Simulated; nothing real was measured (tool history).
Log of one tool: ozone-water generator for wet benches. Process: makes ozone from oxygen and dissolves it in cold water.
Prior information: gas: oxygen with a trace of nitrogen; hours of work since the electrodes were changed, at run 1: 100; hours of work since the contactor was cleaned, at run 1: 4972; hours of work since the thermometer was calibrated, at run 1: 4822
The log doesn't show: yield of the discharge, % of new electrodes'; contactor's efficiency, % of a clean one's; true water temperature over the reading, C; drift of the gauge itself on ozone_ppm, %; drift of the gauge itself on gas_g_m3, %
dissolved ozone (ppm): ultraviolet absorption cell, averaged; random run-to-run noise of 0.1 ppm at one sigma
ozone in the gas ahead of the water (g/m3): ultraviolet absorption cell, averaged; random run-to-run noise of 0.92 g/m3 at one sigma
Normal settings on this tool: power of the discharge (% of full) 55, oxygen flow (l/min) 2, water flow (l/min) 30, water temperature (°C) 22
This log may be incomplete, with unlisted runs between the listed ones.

run   hour  power of the discharge (% of full)  oxygen flow (l/min)  water flow (l/min)  water temperature (°C)  hours of work since the electrodes were changed  hours of work since the contactor was cleaned  hours of work since the thermometer was calibrated  dissolved ozone (ppm)  ozone in the gas ahead of the water (g/m3)
  1      0                                  55                    2                  30                      22                                              100                                           4972                                                4822                    5.5                                       155.2
  2     20                                  55                    2                  29                      22                                              113                                           4984                                                4834                    5.6                                       155.8
  3   46.4                                  55                    2                  29                      22                                              129                                           5001                                                4850                    5.6                                       155.3
  4   64.4                                  55                    2                  29                      22                                              140                                           5011                                                4861                    5.6                                       156.7
  5   90.5                                  55                    2                  29                      22                                              156                                           5027                                                4877                    5.3                                       156.5
  6  121.3                                  55                    2                  30                      22                                              174                                           5046                                                4896                    5.2                                       153.1
  7  144.3                                  55                    2                  30                      22                                              188                                           5060                                                4910                    5.3                                       156.5
  8  164.1                                  82                    2                  30                      22                                              201                                           5072                                                4922                    6.9                                       205.4
  9  199.8                                  82                    2                  30                      22                                              222                                           5094                                                4944                    7.1                                       203.7
     209.1  -- water thermometer calibrated
 10  222.7                                  55                    2                  30                      22                                              236                                           5108                                                   8                    5.4                                       154.8
 11  244.6                                  91                    2                  30                      22                                              249                                           5121                                                  22                    7.6                                       221.8
 12  275.8                                  55                    2                  33                      22                                              268                                           5140                                                  41                    4.8                                       156.4
 13  293.7                                  55                    2                  33                      22                                              279                                           5151                                                  52                    4.7                                       156.5
 14  328.3                                  55                    2                  33                      22                                              300                                           5172                                                  73                    4.9                                       158.1
 15  353.4                                  60                 1.26                  33                      26                                              316                                           5188                                                  88                      4                                       193.3
 16  388.8                                  55                 2.47                  30                      22                                              337                                           5209                                                 110                    5.9                                       144.4
 17  403.9                                  55                 2.39                  30                      22                                              347                                           5218                                                 119                    5.8                                       146.4
 18  434.2                                  88                  1.7                  30                      22                                              365                                           5237                                                 137                    6.8                                       227.9
 19  466.8                                  88                  1.7                  30                      22                                              385                                           5257                                                 157                    6.9                                       227.9
 20  494.7                                  70                    2                  30                      22                                              402                                           5274                                                 174                    6.4                                       184.9
 21    517                                  70                    2                  30                      22                                              416                                           5288                                                 188                    6.2                                       185.5
 22  551.5                                  55                    2                  37                      22                                              437                                           5309                                                 209                      4                                       155.2
 23  573.6                                  41                 3.35                  32                      30                                              450                                           5322                                                 223                    4.6                                       106.8
 24  596.7                                  55                    2                  26                      22                                              464                                           5336                                                 237                    6.4                                       154.4
 25  614.3                                  55                    2                  26                      22                                              475                                           5347                                                 247                    6.2                                       154.7
 26  643.7                                  55                    2                  30                      29                                              493                                           5365                                                 265                      5                                       154.2
 27  674.6                                  55                    2                  30                      29                                              512                                           5384                                                 284                    5.1                                       155.2

What differs in the tool's unlogged condition from the final listed run ahead of each entry between runs to the first listed run following it?
After run 9, before run 10: water thermometer calibrated (hour 209.1)
  the hidden state is the same at both runs

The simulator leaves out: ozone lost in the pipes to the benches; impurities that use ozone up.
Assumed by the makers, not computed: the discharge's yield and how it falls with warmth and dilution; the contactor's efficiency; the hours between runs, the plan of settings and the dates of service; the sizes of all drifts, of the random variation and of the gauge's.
